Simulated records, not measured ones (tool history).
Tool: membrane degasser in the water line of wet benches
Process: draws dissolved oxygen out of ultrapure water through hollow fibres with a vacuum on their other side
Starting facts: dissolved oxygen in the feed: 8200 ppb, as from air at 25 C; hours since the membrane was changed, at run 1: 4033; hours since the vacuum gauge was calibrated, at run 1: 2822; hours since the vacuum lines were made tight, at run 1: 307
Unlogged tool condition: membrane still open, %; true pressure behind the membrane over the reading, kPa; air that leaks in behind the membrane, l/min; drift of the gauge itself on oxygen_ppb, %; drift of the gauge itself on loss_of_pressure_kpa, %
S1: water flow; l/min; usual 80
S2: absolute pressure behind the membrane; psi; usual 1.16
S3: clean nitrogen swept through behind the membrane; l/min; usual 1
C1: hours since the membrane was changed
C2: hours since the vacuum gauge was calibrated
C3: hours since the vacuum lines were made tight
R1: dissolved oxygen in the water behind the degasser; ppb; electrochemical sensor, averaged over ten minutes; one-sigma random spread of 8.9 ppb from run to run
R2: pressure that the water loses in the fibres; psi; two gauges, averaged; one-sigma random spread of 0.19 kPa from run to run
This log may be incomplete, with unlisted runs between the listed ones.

Run 1, hour 0: usual settings; C1 4033; C2 2822; C3 307. Result: R1 940.2 ppb, R2 5.802 psi.
Run 2, hour 130.1: usual settings; C1 4163; C2 2952; C3 437. Result: R1 930.4 ppb, R2 5.781 psi.
Run 3, hour 240.1: usual settings; C1 4273; C2 3062; C3 547. Result: R1 952.1 ppb, R2 5.839 psi.
Run 4, hour 342.1: usual settings; C1 4375; C2 3164; C3 649. Result: R1 934.4 ppb, R2 5.858 psi.
At hour 360.1: vacuum gauge calibrated.
Run 5, hour 459.5: usual settings; C1 4492; C2 99; C3 766. Result: R1 908.2 ppb, R2 5.825 psi.
Run 6, hour 613: usual settings but S2 2.168 psi; C1 4646; C2 253; C3 920. Result: R1 1625.7 ppb, R2 5.833 psi.
Run 7, hour 740.2: usual settings but S2 2.168 psi; C1 4773; C2 380; C3 1047. Result: R1 1627.6 ppb, R2 5.833 psi.
Run 8, hour 851.5: usual settings; C1 4884; C2 491; C3 1158. Result: R1 918.9 ppb, R2 5.813 psi.
Run 9, hour 960.7: usual settings; C1 4993; C2 601; C3 1267. Result: R1 905.5 ppb, R2 5.867 psi.
Run 10, hour 1024: usual settings; C1 5057; C2 664; C3 1331. Result: R1 923.5 ppb, R2 5.903 psi.
Run 11, hour 1169.4: usual settings but S2 2.134 psi, S3 0.5 l/min; C1 5202; C2 809; C3 1476. Result: R1 2215.4 ppb, R2 5.871 psi.

Run 12 comes next. What will it give?
Run 12, hour 1250.9: usual settings but S1 118 l/min, S2 1.063 psi, S3 0.5 l/min; C1 5284; C2 891; C3 1557. Result: R1 ?, R2 ?.

R1: 1401.9 ppb
R2: 8.649 psi
Were there no unlogged condition in the tool, this run, its random variation unchanged, would have produced R1 1357.1 ppb, R2 8.359 psi.
